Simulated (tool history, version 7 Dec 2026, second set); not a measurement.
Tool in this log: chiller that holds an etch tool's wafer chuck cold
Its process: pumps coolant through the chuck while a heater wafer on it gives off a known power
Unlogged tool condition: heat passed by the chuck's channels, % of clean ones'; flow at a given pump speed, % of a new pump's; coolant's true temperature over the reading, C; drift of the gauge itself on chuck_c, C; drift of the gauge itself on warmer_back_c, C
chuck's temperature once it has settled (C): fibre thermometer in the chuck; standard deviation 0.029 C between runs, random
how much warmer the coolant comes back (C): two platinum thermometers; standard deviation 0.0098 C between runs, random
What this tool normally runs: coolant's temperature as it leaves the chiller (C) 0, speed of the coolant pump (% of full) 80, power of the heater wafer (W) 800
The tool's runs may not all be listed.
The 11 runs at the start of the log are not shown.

run    hour  coolant's temperature as it leaves the chiller (C)  speed of the coolant pump (% of full)  power of the heater wafer (W)  hours since the coolant was changed and the channels were flushed  hours since the pump was overhauled  hours since the chiller's thermometer was calibrated  chuck's temperature once it has settled (C)  how much warmer the coolant comes back (C)
 12  1588.6                                                   0                                     80                            532                                                               1846                                 6343                                                  1474                                         3.07                                       1.157
 13  1725.6                                                   0                                     80                            532                                                               1983                                 6480                                                  1611                                          3.1                                       1.153
 14    1850                                                  -8                                     80                            800                                                               2107                                 6605                                                  1736                                        -3.27                                       1.707
     1888.9  -- coolant pump overhauled
 15  2002.5                                                  -8                                     80                            800                                                               2255                                  114                                                  1883                                        -3.29                                       1.715
 16  2126.7                                                   3                                     98                            661                                                               2379                                  238                                                  2007                                         6.27                                       1.144
 17    2296                                                   3                                     98                            661                                                               2548                                  407                                                  2177                                          6.3                                       1.158
 18  2369.9                                                   3                                     98                            661                                                               2622                                  481                                                  2251                                          6.3                                        1.14
 19  2534.3                                                   0                                     97                            800                                                               2786                                  645                                                  2415                                         4.01                                       1.411
 20  2703.4                                                   0                                     97                            800                                                               2956                                  815                                                  2584                                            4                                       1.395
 21  2777.9                                                   0                                     63                            426                                                               3030                                  889                                                  2659                                         2.84                                       1.164
 22  2880.5                                                   1                                     82                            954                                                               3133                                  992                                                  2761                                         6.43                                       1.997
 23  3010.4                                                   0                                     78                           1115                                                               3263                                 1122                                                  2891                                         6.65                                       2.446
 24  3138.1                                                  -5                                     82                           1010                                                               3390                                 1249                                                  3019                                          0.8                                       2.103
 25  3280.6                                                   2                                     85                            994                                                               3533                                 1392                                                  3161                                         7.52                                       2.003
 26  3368.3                                                   0                                     74                            800                                                               3620                                 1479                                                  3249                                          4.8                                       1.869
 27  3500.5                                                   0                                     74                            800                                                               3753                                 1612                                                  3381                                         4.88                                       1.862
 28  3643.7                                                   0                                     68                            800                                                               3896                                 1755                                                  3524                                         5.06                                       2.041
 29  3728.8                                                   0                                     93                           1082                                                               3981                                 1840                                                  3610                                         5.62                                        1.98
 30    3822                                                   0                                     93                           1082                                                               4074                                 1933                                                  3703                                         5.56                                       1.984

Here are 5 independent what-if runs from the current tool condition. What would each one return?
  A  3911.8                                                   4                                     83                            800                                                               4164                                 2023                                                  3793                                            ?                                           ?
  B  3911.8                                                   0                                     80                            780                                                               4164                                 2023                                                  3793                                            ?                                           ?
  C  3911.8                                                  -1                                     80                            800                                                               4164                                 2023                                                  3793                                            ?                                           ?
  D  3911.8                                                   0                                     74                            566                                                               4164                                 2023                                                  3793                                            ?                                           ?
  E  3911.8                                                  -1                                     64                            843                                                               4164                                 2023                                                  3793                                            ?                                           ?

run  chuck's temperature once it has settled (C)  how much warmer the coolant comes back (C)
  A                                         8.37                                        1.64
  B                                         4.43                                       1.672
  C                                         3.53                                       1.704
  D                                         3.24                                       1.312
  E                                         4.58                                       2.269
With no hidden state in the tool, these same runs would have given:
run  chuck's temperature once it has settled (C)  how much warmer the coolant comes back (C)
  A                                         8.71                                       1.639
  B                                         4.77                                       1.672
  C                                         3.87                                       1.703
  D                                         3.58                                       1.312
  E                                         4.92                                       2.268

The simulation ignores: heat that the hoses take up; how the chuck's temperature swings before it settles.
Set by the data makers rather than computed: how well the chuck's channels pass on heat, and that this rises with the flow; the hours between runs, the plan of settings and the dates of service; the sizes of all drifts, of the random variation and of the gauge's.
